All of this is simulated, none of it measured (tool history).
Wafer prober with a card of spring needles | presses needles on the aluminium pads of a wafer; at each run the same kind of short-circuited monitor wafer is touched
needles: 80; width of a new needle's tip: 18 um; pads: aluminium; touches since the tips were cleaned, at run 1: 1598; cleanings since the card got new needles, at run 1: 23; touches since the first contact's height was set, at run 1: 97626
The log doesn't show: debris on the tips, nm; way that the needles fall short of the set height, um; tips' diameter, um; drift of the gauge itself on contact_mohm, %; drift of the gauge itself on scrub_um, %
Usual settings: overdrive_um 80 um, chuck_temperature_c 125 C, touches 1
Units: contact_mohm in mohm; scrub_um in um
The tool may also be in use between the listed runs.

run,hour,overdrive_um,chuck_temperature_c,touches,touches since the tips were cleaned,cleanings since the card got new needles,touches since the first contact's height was set,contact_mohm,scrub_um
1,0,80,125,1,1598,23,97626,253,9.99
# hour 11.7: tips cleaned on abrasive film
2,14.2,62,125,1,469,24,100276,342,7.59
# hour 30.5: tips cleaned on abrasive film
3,33.5,84,125,1,574,25,103884,228,10.46
# hour 49.7: tips cleaned on abrasive film
# hour 52: tips cleaned on abrasive film, once more
4,57.5,84,125,1,1037,27,108347,234,10.5
# hour 70.7: tips cleaned on abrasive film
5,84.4,80,125,1,2588,28,113383,266,9.91
# hour 90.6: tips cleaned on abrasive film
6,99,80,125,1,1568,29,116096,253,9.97
# hour 110.4: tips cleaned on abrasive film
7,117.2,80,29,1,1267,30,119488,233,9.8
# hour 130.1: tips cleaned on abrasive film
8,141.8,80,29,1,2204,31,124102,254,9.99
# hour 150: tips cleaned on abrasive film
9,158.7,80,125,1,1627,32,127251,260,9.9
# hour 169.5: tips cleaned on abrasive film
10,181.9,80,58,1,2337,33,131589,259,9.97
# hour 188.3: tips cleaned on abrasive film
11,200.8,80,58,1,2341,34,135112,262,9.97
# hour 207.6: tips cleaned on abrasive film
12,215.3,75,52,2,1448,35,137822,229,9.14
# hour 227.9: tips cleaned on abrasive film
13,238.8,91,37,2,2046,36,142215,217,11.12
# hour 248.2: tips cleaned on abrasive film
14,262,91,37,2,2595,37,146551,223,11.15
# hour 266.9: tips cleaned on abrasive film
15,284.6,91,37,2,3325,38,150777,227,11.2
# hour 286.2: tips cleaned on abrasive film
# hour 305.3: tips cleaned on abrasive film
16,310.1,65,93,2,894,40,155513,232,7.9
# hour 325: tips cleaned on abrasive film
17,327.2,92,85,1,419,41,158721,211,11.46
# hour 345.3: tips cleaned on abrasive film
18,345.3,78,34,1,1,42,162097,196,9.63
19,362.7,89,62,1,3256,42,165352,257,10.86

Forecast each of these 4 alternatives for the next run:
# hour 363.9: tips cleaned on abrasive film
# hour 383.5: tips cleaned on abrasive film
A,383.5,69,62,1,0,44,169231,?,?
# hour 363.9: tips cleaned on abrasive film
# hour 383.5: tips cleaned on abrasive film
B,383.5,89,40,1,0,44,169231,?,?
# hour 363.9: tips cleaned on abrasive film
# hour 383.5: tips cleaned on abrasive film
C,383.5,88,125,2,0,44,169231,?,?
# hour 363.9: tips cleaned on abrasive film
# hour 383.5: tips cleaned on abrasive film
D,383.5,89,62,3,0,44,169231,?,?

run,contact_mohm,scrub_um
A,204,8.39
B,192,10.9
C,210,10.77
D,196,10.93
Without the tool's hidden state the same runs would have given:
run,contact_mohm,scrub_um
A,195,8.8
B,186,11.3
C,206,11.18
D,193,11.33
